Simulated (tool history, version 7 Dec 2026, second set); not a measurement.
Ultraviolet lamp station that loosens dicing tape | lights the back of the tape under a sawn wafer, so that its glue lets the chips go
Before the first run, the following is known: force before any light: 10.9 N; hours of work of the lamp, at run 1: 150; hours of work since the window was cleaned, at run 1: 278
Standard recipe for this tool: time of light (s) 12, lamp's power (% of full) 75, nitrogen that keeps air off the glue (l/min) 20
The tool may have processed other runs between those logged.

run	hour	time of light (s)	lamp's power (% of full)	nitrogen that keeps air off the glue (l/min)	hours of work of the lamp	hours of work since the window was cleaned	force that peels the tape off (N)	light that reached the tape (mJ/cm2)
1	0.0	12	75	20	150	278	1.312	354
2	7.1	12	75	20	153	281	1.337	351
3	14.4	12	85	20	156	284	1.075	400
4	22.1	12	85	20	159	287	1.051	399
5	29.8	9	75	20	162	290	2.292	265
6	40.4	12	99	20	166	294	0.755	461
7	52.4	12	99	20	171	299	0.779	465
8	60.0	10	75	20	174	302	1.932	291
9	68.3	10	75	20	177	306	1.897	290
10	77.1	12	75	20	181	309	1.387	350
11	90.3	12	72	20	186	314	1.528	333
12	100.0	12	72	26	190	318	1.231	332
13	108.1	12	72	26	193	322	1.265	330
14	116.7	12	75	11	197	325	2.092	346
15	130.2	12	75	11	202	330	2.110	344
16	139.7	12	75	11	206	334	2.255	346
17	152.8	12	75	11	211	340	2.177	343
18	164.1	12	75	11	216	344	2.178	350
19	176.4	12	68	11	221	349	2.577	313
20	186.6	12	68	11	225	353	2.486	311
21	193.1	20	62	11	227	356	1.230	476
22	199.6	20	61	9	230	358	1.520	461
23	205.2	15	81	10	232	361	1.354	458
24	216.5	15	82	10	237	365	1.340	466
25	227.4	15	97	24	241	370	0.467	544
26	237.7	15	97	24	245	374	0.459	552
27	246.4	15	97	24	249	377	0.453	541
28	255.1	7	74	30	252	381	2.772	193
29	267.1	17	84	8	257	385	1.236	532
30	279.7	12	68	16	262	391	2.008	300
31	286.3	7	61	7	265	393	5.757	160
32	293.6	6	76	24	268	396	3.717	170
33	301.5	20	80	20	271	399	0.450	595
34	312.2	20	80	20	275	404	0.438	596
35	325.3	20	80	20	281	409	0.461	590
36	336.5	20	80	20	285	413	0.456	595
37	349.1	12	96	18	290	418	1.019	424
38	357.2	6	75	6	293	422	5.721	167

Branching from run 38: 5 alternative next runs. What would each branch give?
A	370.1	8	91	20	299	427	?	?
B	370.1	9	75	20	299	427	?	?
C	370.1	16	97	17	299	427	?	?
D	370.1	6	85	6	299	427	?	?
E	370.1	14	75	7	299	427	?	?

run	force that peels the tape off (N)	light that reached the tape (mJ/cm2)
A	2.200	263
B	2.535	246
C	0.572	565
D	5.246	188
E	2.394	385
Stripped of hidden state, with their random variation kept, the same runs would have yielded:
run	force that peels the tape off (N)	light that reached the tape (mJ/cm2)
A	1.646	315
B	1.930	293
C	0.395	674
D	4.581	224
E	1.813	459

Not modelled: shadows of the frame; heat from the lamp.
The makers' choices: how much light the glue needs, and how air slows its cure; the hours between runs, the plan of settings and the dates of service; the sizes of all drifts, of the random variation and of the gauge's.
